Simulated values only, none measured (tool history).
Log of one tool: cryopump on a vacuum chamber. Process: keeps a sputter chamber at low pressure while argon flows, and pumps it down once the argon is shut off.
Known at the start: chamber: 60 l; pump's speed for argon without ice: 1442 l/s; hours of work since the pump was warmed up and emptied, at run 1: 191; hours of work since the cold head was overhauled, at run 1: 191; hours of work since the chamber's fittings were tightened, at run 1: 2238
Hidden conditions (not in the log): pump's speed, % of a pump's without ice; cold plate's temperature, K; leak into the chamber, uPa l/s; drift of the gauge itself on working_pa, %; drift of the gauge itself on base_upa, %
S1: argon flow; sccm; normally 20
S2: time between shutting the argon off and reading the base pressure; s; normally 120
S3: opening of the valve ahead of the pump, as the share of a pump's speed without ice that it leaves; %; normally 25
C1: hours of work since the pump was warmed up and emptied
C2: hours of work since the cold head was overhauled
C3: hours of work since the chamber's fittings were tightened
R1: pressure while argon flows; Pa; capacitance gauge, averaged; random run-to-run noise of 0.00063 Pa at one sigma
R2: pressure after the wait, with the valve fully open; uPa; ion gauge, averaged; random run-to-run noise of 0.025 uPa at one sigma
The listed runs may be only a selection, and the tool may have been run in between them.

run,hour,S1,S2,S3,C1,C2,C3,R1,R2
1,0,20,120,25,191,191,2238,0.0955,2.75
2,41,20,120,25,222,222,2270,0.0966,2.85
3,58,20,120,25,236,236,2283,0.0961,2.81
4,88.9,20,120,40,259,259,2306,0.0595,2.93
5,116.7,20,120,25,281,281,2328,0.0965,2.89
6,151.3,20,120,25,307,307,2354,0.0962,2.85
7,183.7,20,120,25,332,332,2379,0.0963,2.93
8,215.3,20,120,25,356,356,2403,0.0967,3.03
9,254,20,120,25,386,386,2433,0.0966,3.09
10,290.9,20,120,25,415,415,2462,0.0962,3.18
11,318.2,20,120,36,436,436,2483,0.0676,3.08
12,340.1,20,120,25,452,452,2499,0.0965,3.21
13,371,20,120,18,476,476,2523,0.1334,3.21

Run 14 is up next; what results do you expect?
14,407.1,18,69,25,504,504,2551,?,?

{"run 14": {"R1": 0.0876, "R2": 3.79}}
Were there no unlogged condition in the tool, this run, its random variation unchanged, would have produced R1 0.0843 Pa, R2 1.63 uPa.

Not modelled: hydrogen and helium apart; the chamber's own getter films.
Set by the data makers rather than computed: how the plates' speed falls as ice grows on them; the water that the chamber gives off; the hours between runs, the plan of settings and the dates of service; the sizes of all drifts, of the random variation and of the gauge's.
